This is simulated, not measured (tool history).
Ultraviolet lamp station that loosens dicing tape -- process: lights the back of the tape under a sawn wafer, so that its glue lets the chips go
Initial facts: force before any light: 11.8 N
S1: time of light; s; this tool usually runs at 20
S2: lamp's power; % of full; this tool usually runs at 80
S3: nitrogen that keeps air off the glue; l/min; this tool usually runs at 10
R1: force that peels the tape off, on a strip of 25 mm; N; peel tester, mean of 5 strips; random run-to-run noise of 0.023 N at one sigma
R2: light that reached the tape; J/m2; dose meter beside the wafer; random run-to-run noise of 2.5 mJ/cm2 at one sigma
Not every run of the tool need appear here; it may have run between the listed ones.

Run 1, hour 0.0: usual settings. Result: R1 1.896 N, R2 2160 J/m2.
Run 2, hour 54.1: usual settings. Result: R1 1.960 N, R2 2120 J/m2.
Run 3, hour 127.1: usual settings. Result: R1 2.045 N, R2 2060 J/m2.
Run 4, hour 207.8: usual settings. Result: R1 2.094 N, R2 1990 J/m2.
Run 5, hour 241.1: usual settings. Result: R1 2.207 N, R2 1970 J/m2.
Run 6, hour 307.4: usual settings. Result: R1 2.279 N, R2 1910 J/m2.
Run 7, hour 386.8: usual settings. Result: R1 2.439 N, R2 1870 J/m2.
At hour 399.8: lamp changed.
Run 8, hour 451.1: usual settings. Result: R1 1.369 N, R2 2580 J/m2.
At hour 477.7: window cleaned of glue's vapour.
Run 9, hour 492.0: usual settings. Result: R1 1.470 N, R2 2470 J/m2.
Run 10, hour 557.3: usual settings. Result: R1 1.439 N, R2 2480 J/m2.
At hour 629.4: window cleaned of glue's vapour, once more.
Run 11, hour 634.8: usual settings. Result: R1 1.260 N, R2 2610 J/m2.
Run 12, hour 668.5: usual settings. Result: R1 1.268 N, R2 2610 J/m2.
Run 13, hour 737.9: usual settings but S2 64 % of full. Result: R1 2.043 N, R2 2070 J/m2.
Run 14, hour 784.4: usual settings but S2 64 % of full. Result: R1 2.088 N, R2 1950 J/m2.
Run 15, hour 822.2: usual settings but S2 64 % of full. Result: R1 2.195 N, R2 1980 J/m2.
Run 16, hour 881.0: usual settings but S2 64 % of full. Result: R1 2.153 N, R2 1960 J/m2.
Run 17, hour 940.3: usual settings but S1 10 s. Result: R1 4.148 N, R2 1200 J/m2.
Run 18, hour 1006.3: usual settings but S1 38 s, S3 15 l/min. Result: R1 0.317 N, R2 4440 J/m2.
Run 19, hour 1084.7: usual settings but S1 12 s, S2 66 % of full, S3 9 l/min. Result: R1 4.558 N, R2 1160 J/m2.
Run 20, hour 1160.6: usual settings but S1 16 s, S2 70 % of full, S3 17 l/min. Result: R1 2.737 N, R2 1550 J/m2.
At hour 1208.0: window cleaned of glue's vapour.
Run 21, hour 1232.2: usual settings but S1 16 s, S2 70 % of full, S3 17 l/min. Result: R1 2.485 N, R2 1620 J/m2.
Run 22, hour 1288.7: usual settings but S1 24 s, S2 65 % of full, S3 6 l/min. Result: R1 2.176 N, R2 2230 J/m2.

Run 23 is up next; what results do you expect?
Run 23, hour 1327.0: usual settings but S1 18 s, S2 69 % of full, S3 5 l/min. Result: R1 ?, R2 ?.

R1: 3.425 N
R2: 1780 J/m2
Had the tool carried no hidden state, the very same run would have given R1 2.480 N, R2 2250 J/m2.

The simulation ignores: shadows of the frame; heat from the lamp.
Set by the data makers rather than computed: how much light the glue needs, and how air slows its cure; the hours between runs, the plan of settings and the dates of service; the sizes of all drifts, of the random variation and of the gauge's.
